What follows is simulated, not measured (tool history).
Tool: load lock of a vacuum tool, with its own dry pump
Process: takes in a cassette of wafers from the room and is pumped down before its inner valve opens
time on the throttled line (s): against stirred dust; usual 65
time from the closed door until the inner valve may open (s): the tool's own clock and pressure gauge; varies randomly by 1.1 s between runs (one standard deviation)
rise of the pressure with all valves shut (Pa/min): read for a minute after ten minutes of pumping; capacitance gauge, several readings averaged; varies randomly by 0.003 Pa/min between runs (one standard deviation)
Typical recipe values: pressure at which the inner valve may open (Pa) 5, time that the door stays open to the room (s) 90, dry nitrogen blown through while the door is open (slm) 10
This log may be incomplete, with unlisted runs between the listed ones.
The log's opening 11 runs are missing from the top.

run,hour,time on the throttled line (s),pressure at which the inner valve may open (Pa),time that the door stays open to the room (s),dry nitrogen blown through while the door is open (slm),hours that the pump has run since its overhaul,times that the door has closed on its seal,"incoming humidity of the room's air, %",time from the closed door until the inner valve may open (s),rise of the pressure with all valves shut (Pa/min)
12,3143.2,65,5,90,10,18605,48562,48.2,200.9,0.643
# hour 3265.6: door's seal changed, seat wiped
13,3426.4,65,5,90,10,18887,603,47.2,201.0,0.041
14,3633.6,65,5,90,10,19094,1380,45.3,201.7,0.048
15,3892.4,65,5,80,10,19353,2351,43.1,201.3,0.047
16,4161.0,65,5,69,10,19622,3359,47.2,202.1,0.054
17,4425.2,65,5,69,10,19886,4351,46.9,203.1,0.058
18,4780.9,65,5,69,10,20242,5685,41.6,204.1,0.062
19,4967.6,65,5,38,10,20428,6386,47.3,203.0,0.058
20,5319.8,65,8,38,10,20780,7707,44.3,198.5,0.066
21,5498.7,65,8,38,10,20959,8379,48.1,197.7,0.069
# hour 5606.6: dry pump taken out, an overhauled one fitted
22,5936.4,65,5,26,9,330,9998,44.3,171.5,0.075
23,6209.9,65,5,26,9,603,11025,43.9,172.2,0.083
24,6535.9,92,5,51,10,929,12248,46.5,190.9,0.101
25,6962.5,62,9,42,5,1356,13849,44.8,161.9,0.116
26,7383.1,62,9,42,5,1776,15427,50.5,161.9,0.137
27,7754.9,115,7,42,12,2148,16822,45.5,205.6,0.136
28,8029.3,115,7,42,12,2423,17851,47.0,205.0,0.148

What will run 29 give?
29,8226.8,95,8,42,12,2620,18592,46.5,?,?

{"run 29": {"time from the closed door until the inner valve may open (s)": 189.7, "rise of the pressure with all valves shut (Pa/min)": 0.156}}
Take away the tool's hidden state, keep the run-to-run variation as it was, and the same run would have given time from the closed door until the inner valve may open (s) 187.3, rise of the pressure with all valves shut (Pa/min) 0.028.
